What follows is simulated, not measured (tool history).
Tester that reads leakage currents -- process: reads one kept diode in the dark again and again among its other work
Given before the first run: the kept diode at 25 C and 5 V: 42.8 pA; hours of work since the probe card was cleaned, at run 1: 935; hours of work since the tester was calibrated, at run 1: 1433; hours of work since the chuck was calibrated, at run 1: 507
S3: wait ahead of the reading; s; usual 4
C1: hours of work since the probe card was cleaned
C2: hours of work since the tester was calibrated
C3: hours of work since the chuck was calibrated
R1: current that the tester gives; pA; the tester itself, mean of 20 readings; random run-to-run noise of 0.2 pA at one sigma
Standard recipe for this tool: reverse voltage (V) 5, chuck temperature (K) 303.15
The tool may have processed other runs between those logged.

Run 1, hour 0: usual settings; C1 935; C2 1433; C3 507. Result: R1 65.78 pA.
Run 2, hour 93.2: usual settings but S3 0.58 s; C1 984; C2 1482; C3 556. Result: R1 68.69 pA.
Run 3, hour 178.1: usual settings; C1 1029; C2 1527; C3 601. Result: R1 65.87 pA.
Run 4, hour 237.2: usual settings; C1 1060; C2 1558; C3 632. Result: R1 66.05 pA.
Run 5, hour 278.4: usual settings but reverse voltage (V) 6.03; C1 1082; C2 1580; C3 654. Result: R1 70.84 pA.
Run 6, hour 336.4: usual settings but reverse voltage (V) 6.03; C1 1112; C2 1610; C3 685. Result: R1 71.21 pA.
Run 7, hour 393.9: usual settings but reverse voltage (V) 6.03, S3 0.38 s; C1 1143; C2 1641; C3 715. Result: R1 76.26 pA.
Run 8, hour 466.9: usual settings; C1 1181; C2 1679; C3 754. Result: R1 66.1 pA.
Run 9, hour 550.6: usual settings; C1 1225; C2 1723; C3 798. Result: R1 65.85 pA.
Run 10, hour 644.7: usual settings; C1 1275; C2 1773; C3 848. Result: R1 66 pA.
At hour 680.4: chuck's temperature calibrated.
Run 11, hour 723.2: usual settings but S3 0.98 s; C1 1315; C2 1814; C3 23. Result: R1 67.45 pA.
Run 12, hour 807.3: usual settings but reverse voltage (V) 15.43; C1 1360; C2 1858; C3 67. Result: R1 101.45 pA.
Run 13, hour 897.1: usual settings but chuck temperature (K) 314.15, S3 5.51 s; C1 1407; C2 1905; C3 114. Result: R1 160.16 pA.
Run 14, hour 970.3: usual settings but reverse voltage (V) 17.67, chuck temperature (K) 304.15; C1 1446; C2 1944; C3 153. Result: R1 116.21 pA.
Run 15, hour 1055.8: usual settings but reverse voltage (V) 17.67, chuck temperature (K) 304.15, S3 1.54 s; C1 1491; C2 1989; C3 198. Result: R1 118.74 pA.
Run 16, hour 1118: usual settings but reverse voltage (V) 17.67, chuck temperature (K) 304.15, S3 1.54 s; C1 1524; C2 2022; C3 231. Result: R1 118.74 pA.
Run 17, hour 1180: usual settings but reverse voltage (V) 12.68, chuck temperature (K) 299.15; C1 1557; C2 2055; C3 264. Result: R1 67.57 pA.
Run 18, hour 1261.4: usual settings but reverse voltage (V) 12.68, chuck temperature (K) 299.15; C1 1600; C2 2098; C3 307. Result: R1 66.92 pA.
Run 19, hour 1319.4: usual settings but reverse voltage (V) 6.56, chuck temperature (K) 328.15; C1 1630; C2 2128; C3 337. Result: R1 500.54 pA.
Run 20, hour 1418.6: usual settings but reverse voltage (V) 6.56, chuck temperature (K) 328.15; C1 1683; C2 2181; C3 390. Result: R1 502.28 pA.

For run 21, what comes out?
Run 21, hour 1478: usual settings but reverse voltage (V) 3.75; C1 1714; C2 2212; C3 421. Result: R1 ?.

R1: 59.37 pA
On a tool with no hidden condition, and with the same random variation, this run would have come out at R1 59.39 pA.
